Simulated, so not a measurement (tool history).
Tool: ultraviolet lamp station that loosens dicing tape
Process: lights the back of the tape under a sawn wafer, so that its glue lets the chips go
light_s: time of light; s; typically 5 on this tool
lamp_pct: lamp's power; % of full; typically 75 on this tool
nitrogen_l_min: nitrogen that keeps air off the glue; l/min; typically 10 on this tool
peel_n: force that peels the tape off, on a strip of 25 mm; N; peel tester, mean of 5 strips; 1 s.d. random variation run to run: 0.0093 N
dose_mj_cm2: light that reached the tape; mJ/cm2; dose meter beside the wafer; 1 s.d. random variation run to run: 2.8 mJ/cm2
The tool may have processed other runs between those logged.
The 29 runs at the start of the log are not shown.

run,hour,light_s,lamp_pct,nitrogen_l_min,peel_n,dose_mj_cm2
30,305,4,75,6,1.39,251
31,314.2,2,84,7,2.635,137
32,324.4,4,83,7,1.031,275
33,339,3,82,14,1.128,199
34,347.8,3,82,14,1.139,197
35,355.9,3,82,14,1.132,201
36,367.4,5,82,3,1.33,329
37,373.6,5,82,3,1.343,330
38,384.9,10,75,10,0.204,600
39,393.6,10,75,10,0.215,598
40,400.5,7,100,9,0.224,562
41,408.8,4,66,3,2.45,208
42,415.1,4,66,3,2.489,209
43,422.9,4,95,3,1.535,298
44,437.1,4,95,3,1.557,300

Branching from run 44: 4 alternative next runs. What would each branch give?
A,444.1,4,66,6,?,?
B,444.1,5,83,12,?,?
C,444.1,4,67,17,?,?
D,444.1,5,95,3,?,?

run,peel_n,dose_mj_cm2
A,1.718,208
B,0.5,328
C,0.963,211
D,1.074,372
The same runs, with their run-to-run variation unchanged, on a tool lacking any hidden condition would have given:
run,peel_n,dose_mj_cm2
A,1.103,277
B,0.29,438
C,0.55,282
D,0.622,497
